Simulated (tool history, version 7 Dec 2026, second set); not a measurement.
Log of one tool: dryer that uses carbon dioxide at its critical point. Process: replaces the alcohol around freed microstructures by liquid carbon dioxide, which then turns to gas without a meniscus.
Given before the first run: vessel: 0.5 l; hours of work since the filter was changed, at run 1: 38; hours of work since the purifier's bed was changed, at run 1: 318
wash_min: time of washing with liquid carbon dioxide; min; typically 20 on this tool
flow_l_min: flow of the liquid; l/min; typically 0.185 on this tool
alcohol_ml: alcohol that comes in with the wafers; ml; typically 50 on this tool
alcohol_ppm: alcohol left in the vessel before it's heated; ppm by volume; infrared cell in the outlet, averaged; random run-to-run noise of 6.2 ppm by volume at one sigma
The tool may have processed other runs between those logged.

run   hour  wash_min  flow_l_min  alcohol_ml  hours of work since the filter was changed  hours of work since the purifier's bed was changed  alcohol_ppm
  1      0        20       0.185          50                                          38                                                 318          300
  2   11.1        20       0.185          50                                          47                                                 327          301
  3     17        20       0.185          50                                          51                                                 331          299
  4     23        20       0.185          50                                          56                                                 336          304
  5   28.7        20       0.185          50                                          61                                                 341          316
  6     40        20       0.185          50                                          70                                                 350          331
  7   47.5        20       0.185          50                                          76                                                 356          322
  8   53.6        20       0.185          50                                          81                                                 361          338
  9   63.8        20       0.185          50                                          89                                                 369          329
 10   69.7        20       0.185          50                                          94                                                 373          341
 11   80.8        29       0.201          42                                         102                                                 382           55
 12   89.7        24       0.138          23                                         110                                                 389          288
 13   95.9        14       0.185          26                                         114                                                 394          941
 14  106.3        14       0.185          26                                         123                                                 403          974

Forecast run 15:
 15  112.9        20       0.185         103                                         128                                                 408            ?

alcohol_ppm: 709 ppm by volume
If the tool had no hidden condition, the same run with the same run-to-run variation would have returned alcohol_ppm 500 ppm by volume.
